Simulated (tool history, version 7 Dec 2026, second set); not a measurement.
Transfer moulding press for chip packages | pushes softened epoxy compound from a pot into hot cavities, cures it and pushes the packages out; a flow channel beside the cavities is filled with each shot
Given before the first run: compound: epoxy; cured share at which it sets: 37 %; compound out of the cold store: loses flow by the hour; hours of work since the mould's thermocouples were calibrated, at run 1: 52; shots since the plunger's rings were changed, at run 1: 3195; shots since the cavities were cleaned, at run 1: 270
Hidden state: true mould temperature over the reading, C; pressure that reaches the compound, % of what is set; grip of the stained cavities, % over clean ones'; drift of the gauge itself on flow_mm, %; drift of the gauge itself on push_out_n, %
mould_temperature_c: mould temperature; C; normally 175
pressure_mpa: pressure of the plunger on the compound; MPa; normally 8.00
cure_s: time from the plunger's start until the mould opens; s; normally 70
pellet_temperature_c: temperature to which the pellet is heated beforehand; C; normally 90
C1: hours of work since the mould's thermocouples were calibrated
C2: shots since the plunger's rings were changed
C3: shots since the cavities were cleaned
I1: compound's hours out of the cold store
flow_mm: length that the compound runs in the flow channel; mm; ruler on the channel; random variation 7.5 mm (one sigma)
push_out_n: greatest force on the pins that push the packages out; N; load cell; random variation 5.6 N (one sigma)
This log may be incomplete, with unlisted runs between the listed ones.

Run 1, day 0.000: usual settings; C1 52; C2 3195; C3 270; I1 24.0. Result: flow_mm 809 mm, push_out_n 283 N.
At day 0.667: cavities cleaned with cleaning compound and waxed.
Run 2, day 0.667: usual settings; C1 58; C2 3358; C3 0; I1 21.4. Result: flow_mm 806 mm, push_out_n 188 N.
Run 3, day 1.383: usual settings; C1 66; C2 3551; C3 193; I1 11.0. Result: flow_mm 866 mm, push_out_n 258 N.
Run 4, day 2.046: usual settings; C1 73; C2 3731; C3 373; I1 35.1. Result: flow_mm 741 mm, push_out_n 286 N.
At day 2.346: cavities cleaned with cleaning compound and waxed.
Run 5, day 2.838: usual settings but pressure_mpa 8.96 MPa; C1 81; C2 3926; C3 131; I1 35.6. Result: flow_mm 788 mm, push_out_n 227 N.
Run 6, day 3.171: usual settings but cure_s 110 s; C1 84; C2 4017; C3 222; I1 31.3. Result: flow_mm 743 mm, push_out_n 226 N.
Run 7, day 3.650: usual settings but cure_s 82 s; C1 90; C2 4146; C3 351; I1 40.2. Result: flow_mm 700 mm, push_out_n 245 N.
At day 4.029: cavities cleaned with cleaning compound and waxed.
Run 8, day 4.288: usual settings but cure_s 82 s; C1 96; C2 4302; C3 71; I1 38.0. Result: flow_mm 733 mm, push_out_n 199 N.
Run 9, day 4.696: usual settings but cure_s 82 s, pellet_temperature_c 99 C; C1 100; C2 4411; C3 180; I1 16.1. Result: flow_mm 807 mm, push_out_n 222 N.
Run 10, day 5.100: usual settings but mould_temperature_c 172 C, cure_s 82 s, pellet_temperature_c 99 C; C1 104; C2 4521; C3 290; I1 35.4. Result: flow_mm 743 mm, push_out_n 260 N.
Run 11, day 5.454: usual settings; C1 108; C2 4616; C3 385; I1 26.3. Result: flow_mm 771 mm, push_out_n 286 N.
At day 5.738: cavities cleaned with cleaning compound and waxed.
Run 12, day 6.217: usual settings but pressure_mpa 7.13 MPa; C1 116; C2 4805; C3 129; I1 22.0. Result: flow_mm 749 mm, push_out_n 230 N.
Run 13, day 6.667: usual settings but mould_temperature_c 171 C, cure_s 80 s, pellet_temperature_c 87 C; C1 120; C2 4927; C3 251; I1 14.7. Result: flow_mm 825 mm, push_out_n 261 N.
Run 14, day 7.096: usual settings but mould_temperature_c 179 C, pressure_mpa 7.81 MPa, cure_s 80 s, pellet_temperature_c 87 C; C1 125; C2 5043; C3 367; I1 18.0. Result: flow_mm 778 mm, push_out_n 253 N.
At day 7.421: cavities cleaned with cleaning compound and waxed.
At day 7.925: plunger's sealing rings changed.
Run 15, day 7.971: usual settings but pressure_mpa 7.30 MPa, cure_s 95 s; C1 133; C2 13; C3 120; I1 31.3. Result: flow_mm 775 mm, push_out_n 196 N.
Run 16, day 8.383: usual settings but pressure_mpa 7.30 MPa, cure_s 95 s; C1 137; C2 124; C3 231; I1 21.5. Result: flow_mm 822 mm, push_out_n 233 N.
Run 17, day 9.104: usual settings but pressure_mpa 7.30 MPa, cure_s 95 s, pellet_temperature_c 81 C; C1 145; C2 318; C3 425; I1 42.3. Result: flow_mm 722 mm, push_out_n 258 N.
At day 9.200: cavities cleaned with cleaning compound and waxed.
Run 18, day 9.700: usual settings but pressure_mpa 6.14 MPa, cure_s 96 s; C1 150; C2 462; C3 134; I1 14.7. Result: flow_mm 770 mm, push_out_n 204 N.
Run 19, day 10.454: usual settings but mould_temperature_c 176 C, cure_s 61 s, pellet_temperature_c 82 C; C1 159; C2 666; C3 338; I1 10.0. Result: flow_mm 896 mm, push_out_n 353 N.
At day 10.888: cavities cleaned with cleaning compound and waxed.
Run 20, day 11.017: usual settings but mould_temperature_c 176 C, pressure_mpa 7.64 MPa, cure_s 61 s, pellet_temperature_c 96 C; C1 164; C2 801; C3 34; I1 11.0. Result: flow_mm 877 mm, push_out_n 227 N.
Run 21, day 11.721: usual settings but mould_temperature_c 180 C, pressure_mpa 7.62 MPa, cure_s 109 s, pellet_temperature_c 87 C; C1 171; C2 992; C3 225; I1 20.8. Result: flow_mm 810 mm, push_out_n 228 N.

What if the next run were any one of these 5? Each begins from the tool's condition after run 21:
Run A, day 12.308: usual settings but cure_s 97 s; C1 178; C2 1150; C3 383; I1 32.5. Result: flow_mm ?, push_out_n ?.
Run B, day 12.308: usual settings but mould_temperature_c 170 C, pressure_mpa 6.56 MPa, cure_s 85 s; C1 178; C2 1150; C3 383; I1 32.5. Result: flow_mm ?, push_out_n ?.
Run C, day 12.308: usual settings but mould_temperature_c 180 C, pressure_mpa 8.07 MPa, cure_s 77 s, pellet_temperature_c 99 C; C1 178; C2 1150; C3 383; I1 31.1. Result: flow_mm ?, push_out_n ?.
Run D, day 12.308: usual settings but cure_s 92 s, pellet_temperature_c 87 C; C1 178; C2 1150; C3 383; I1 8.9. Result: flow_mm ?, push_out_n ?.
Run E, day 12.308: usual settings but mould_temperature_c 180 C, pressure_mpa 7.24 MPa, cure_s 87 s, pellet_temperature_c 91 C; C1 178; C2 1150; C3 383; I1 22.3. Result: flow_mm ?, push_out_n ?.

run  flow_mm  push_out_n
  A      778         273
  B      741         285
  C      777         271
  D      908         269
  E      783         246
Without the tool's hidden state the same runs would have given:
run  flow_mm  push_out_n
  A      795         181
  B      757         191
  C      794         179
  D      929         177
  E      800         161

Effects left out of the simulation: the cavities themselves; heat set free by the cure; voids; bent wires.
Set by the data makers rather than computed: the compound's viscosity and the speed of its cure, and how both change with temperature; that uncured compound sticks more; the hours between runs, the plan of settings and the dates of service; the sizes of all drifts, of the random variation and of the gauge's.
